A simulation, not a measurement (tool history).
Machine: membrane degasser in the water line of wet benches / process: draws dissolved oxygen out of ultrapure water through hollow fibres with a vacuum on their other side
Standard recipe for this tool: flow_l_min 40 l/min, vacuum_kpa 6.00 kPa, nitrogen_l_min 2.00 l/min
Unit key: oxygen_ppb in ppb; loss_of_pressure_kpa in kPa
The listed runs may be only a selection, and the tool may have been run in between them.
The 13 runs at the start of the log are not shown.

Run 14, hour 2626.8: usual settings. Result: oxygen_ppb 149.6 ppb, loss_of_pressure_kpa 45.76 kPa.
Run 15, hour 2875.6: usual settings but vacuum_kpa 12.97 kPa. Result: oxygen_ppb 435.8 ppb, loss_of_pressure_kpa 45.96 kPa.
Run 16, hour 3133.4: usual settings but vacuum_kpa 12.97 kPa. Result: oxygen_ppb 444.4 ppb, loss_of_pressure_kpa 46.23 kPa.
Run 17, hour 3344.1: usual settings. Result: oxygen_ppb 150.8 ppb, loss_of_pressure_kpa 45.72 kPa.
At hour 3466.1: vacuum gauge calibrated, once more.
Run 18, hour 3552.9: usual settings but flow_l_min 52 l/min, vacuum_kpa 11.35 kPa, nitrogen_l_min 2.16 l/min. Result: oxygen_ppb 437.2 ppb, loss_of_pressure_kpa 59.49 kPa.
Run 19, hour 3786.3: usual settings but flow_l_min 54 l/min, vacuum_kpa 6.65 kPa, nitrogen_l_min 4.11 l/min. Result: oxygen_ppb 141.9 ppb, loss_of_pressure_kpa 62.36 kPa.
Run 20, hour 3948.9: usual settings but flow_l_min 54 l/min, vacuum_kpa 13.04 kPa, nitrogen_l_min 3.93 l/min. Result: oxygen_ppb 341.5 ppb, loss_of_pressure_kpa 62.08 kPa.
Run 21, hour 4123.0: usual settings but flow_l_min 50 l/min, vacuum_kpa 10.03 kPa, nitrogen_l_min 1.02 l/min. Result: oxygen_ppb 628.7 ppb, loss_of_pressure_kpa 58.07 kPa.
Run 22, hour 4275.6: usual settings but flow_l_min 42 l/min, vacuum_kpa 13.63 kPa, nitrogen_l_min 0.85 l/min. Result: oxygen_ppb 917.3 ppb, loss_of_pressure_kpa 48.48 kPa.

The next listed run, before its measurement:
At hour 4352.8: membrane cartridge changed.
At hour 4449.7: seals of the vacuum lines changed.
Run 23, hour 4460.9: usual settings but flow_l_min 42 l/min, vacuum_kpa 13.63 kPa, nitrogen_l_min 0.85 l/min. Result: oxygen_ppb ?, loss_of_pressure_kpa ?.

Logged for run 23: oxygen_ppb 905.7 ppb, loss_of_pressure_kpa 44.66 kPa.
The same run, on a tool lacking any hidden state, would have yielded oxygen_ppb 906.1 ppb, loss_of_pressure_kpa 44.63 kPa.
